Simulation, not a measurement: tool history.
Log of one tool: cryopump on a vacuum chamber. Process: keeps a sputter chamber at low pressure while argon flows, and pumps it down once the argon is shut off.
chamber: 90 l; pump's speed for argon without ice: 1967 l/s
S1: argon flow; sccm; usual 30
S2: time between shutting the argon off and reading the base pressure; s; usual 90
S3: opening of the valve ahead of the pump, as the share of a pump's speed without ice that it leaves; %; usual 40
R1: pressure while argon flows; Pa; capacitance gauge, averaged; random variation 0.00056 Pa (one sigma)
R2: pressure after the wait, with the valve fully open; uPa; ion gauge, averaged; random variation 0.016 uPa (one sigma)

run,day,S1,S2,S3,R1,R2
1,0.000,30,90,40,0.0640,0.89
2,0.346,30,90,40,0.0646,0.90
3,0.967,30,90,40,0.0646,0.90
4,1.525,30,90,40,0.0653,0.85
5,2.108,30,37,40,0.0650,1.88
6,2.500,30,97,40,0.0647,0.83
7,2.846,30,97,40,0.0654,0.82
8,3.429,30,97,40,0.0647,0.82
9,3.725,30,97,40,0.0653,0.81
10,4.062,30,97,40,0.0660,0.83
11,4.404,30,97,40,0.0658,0.80
12,4.912,30,97,40,0.0656,0.84
13,5.321,30,90,40,0.0654,0.91
14,5.862,30,90,40,0.0653,0.91
15,6.371,30,90,40,0.0649,0.90
16,6.679,30,90,40,0.0641,0.90
17,6.946,16,90,18,0.0774,0.91
18,7.462,14,219,22,0.0545,0.47
19,7.846,29,32,19,0.1316,2.13
20,8.288,29,32,19,0.1316,2.16
21,8.900,12,32,19,0.0556,2.12
22,9.304,12,32,19,0.0552,2.12
23,9.838,17,258,40,0.0372,0.47
24,10.338,18,106,52,0.0308,0.79
25,10.646,15,216,50,0.0279,0.50
26,11.025,39,86,50,0.0687,0.94
27,11.438,18,90,40,0.0397,0.91
28,11.975,18,90,40,0.0392,0.87

The same runs without the tool's hidden state, with the same run-to-run variation:
The hidden state here: pump's speed, % of a pump's without ice; cold plate's temperature, K; leak into the chamber, uPa l/s; drift of the gauge itself on working_pa, %; drift of the gauge itself on base_upa, %.
run,R1,R2
1,0.0638,0.84
2,0.0644,0.84
3,0.0642,0.84
4,0.0649,0.79
5,0.0645,1.82
6,0.0641,0.77
7,0.0648,0.77
8,0.0641,0.76
9,0.0647,0.75
10,0.0653,0.77
11,0.0650,0.74
12,0.0648,0.78
13,0.0645,0.85
14,0.0643,0.85
15,0.0639,0.83
16,0.0631,0.84
17,0.0768,0.84
18,0.0540,0.41
19,0.1305,2.06
20,0.1305,2.09
21,0.0551,2.05
22,0.0547,2.05
23,0.0364,0.40
24,0.0299,0.72
25,0.0271,0.43
26,0.0667,0.87
27,0.0388,0.84
28,0.0382,0.80

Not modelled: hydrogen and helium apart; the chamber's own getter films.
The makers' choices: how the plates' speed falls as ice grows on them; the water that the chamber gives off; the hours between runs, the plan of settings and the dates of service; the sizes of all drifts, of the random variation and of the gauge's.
